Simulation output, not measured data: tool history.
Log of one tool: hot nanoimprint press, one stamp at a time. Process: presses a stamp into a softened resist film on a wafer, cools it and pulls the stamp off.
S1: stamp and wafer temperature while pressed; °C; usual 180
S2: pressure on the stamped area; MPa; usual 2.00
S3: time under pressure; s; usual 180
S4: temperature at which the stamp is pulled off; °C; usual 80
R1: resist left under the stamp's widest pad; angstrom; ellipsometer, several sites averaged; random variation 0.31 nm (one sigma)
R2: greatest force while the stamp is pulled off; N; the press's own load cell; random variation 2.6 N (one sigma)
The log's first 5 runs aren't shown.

run,hour,S1,S2,S3,S4,R1,R2
6,54.1,180,2.00,180,80,849,142
7,70.5,180,2.00,174,80,861,143
8,81.2,180,2.00,174,80,859,144
9,92.2,180,2.00,174,80,860,147
10,105.8,180,2.00,174,80,858,146
11,114.0,184,2.00,180,80,689,148
12,128.0,184,2.00,180,80,692,154
13,138.2,180,2.00,180,80,843,149
14,147.1,192,2.00,180,80,470,154
15,155.8,192,2.00,180,69,466,171
16,165.6,192,2.00,180,69,468,170
17,173.4,192,2.00,180,69,470,171

Run 18 comes next. What will it give?
18,186.1,186,1.22,249,69,?,?

R1: 696 angstrom
R2: 173 N
Without the tool's hidden state the same run would have given R1 695 angstrom, R2 146 N.
